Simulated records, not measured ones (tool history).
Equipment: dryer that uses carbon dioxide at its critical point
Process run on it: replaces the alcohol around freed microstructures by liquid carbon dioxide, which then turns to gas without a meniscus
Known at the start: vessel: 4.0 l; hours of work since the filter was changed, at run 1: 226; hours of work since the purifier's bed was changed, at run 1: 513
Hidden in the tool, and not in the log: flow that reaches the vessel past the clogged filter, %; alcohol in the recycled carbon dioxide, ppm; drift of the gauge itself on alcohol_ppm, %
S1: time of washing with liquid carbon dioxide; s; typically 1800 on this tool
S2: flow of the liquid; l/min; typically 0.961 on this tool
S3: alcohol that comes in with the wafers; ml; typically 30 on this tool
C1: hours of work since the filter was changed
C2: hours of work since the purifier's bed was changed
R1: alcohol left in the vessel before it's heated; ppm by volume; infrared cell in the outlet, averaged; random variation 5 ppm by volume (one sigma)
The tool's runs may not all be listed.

run 1 hour=0.0 | S1=1800 S2=0.961 S3=30 | C1=226 C2=513 | R1=215
run 2 hour=73.5 | S1=1800 S2=0.961 S3=30 | C1=273 C2=561 | R1=224
-- hour=116.6 inlet filter changed
run 3 hour=143.6 | S1=1800 S2=0.961 S3=30 | C1=18 C2=606 | R1=215
run 4 hour=185.7 | S1=1800 S2=0.961 S3=30 | C1=45 C2=633 | R1=232
run 5 hour=234.8 | S1=1800 S2=0.961 S3=30 | C1=77 C2=665 | R1=246
-- hour=264.9 purifier's bed changed
run 6 hour=297.8 | S1=1800 S2=0.961 S3=30 | C1=116 C2=21 | R1=43
run 7 hour=348.9 | S1=1800 S2=0.961 S3=89 | C1=149 C2=55 | R1=134
run 8 hour=418.7 | S1=1800 S2=0.961 S3=30 | C1=194 C2=100 | R1=83
run 9 hour=466.7 | S1=1800 S2=0.766 S3=101 | C1=226 C2=131 | R1=455
run 10 hour=536.9 | S1=1800 S2=0.766 S3=101 | C1=271 C2=177 | R1=522
run 11 hour=571.5 | S1=1980 S2=0.703 S3=30 | C1=294 C2=199 | R1=206
-- hour=578.3 inlet filter changed
run 12 hour=640.7 | S1=1620 S2=1.223 S3=30 | C1=41 C2=244 | R1=96
run 13 hour=711.5 | S1=1800 S2=0.955 S3=87 | C1=87 C2=290 | R1=182

Run 14 has not been measured yet. What should we expect?
run 14 hour=774.2 | S1=1800 S2=0.955 S3=87 | C1=127 C2=330 | R1=?

R1: 206 ppm by volume
If the tool had no hidden condition, the same run with the same run-to-run variation would have returned R1 75 ppm by volume.
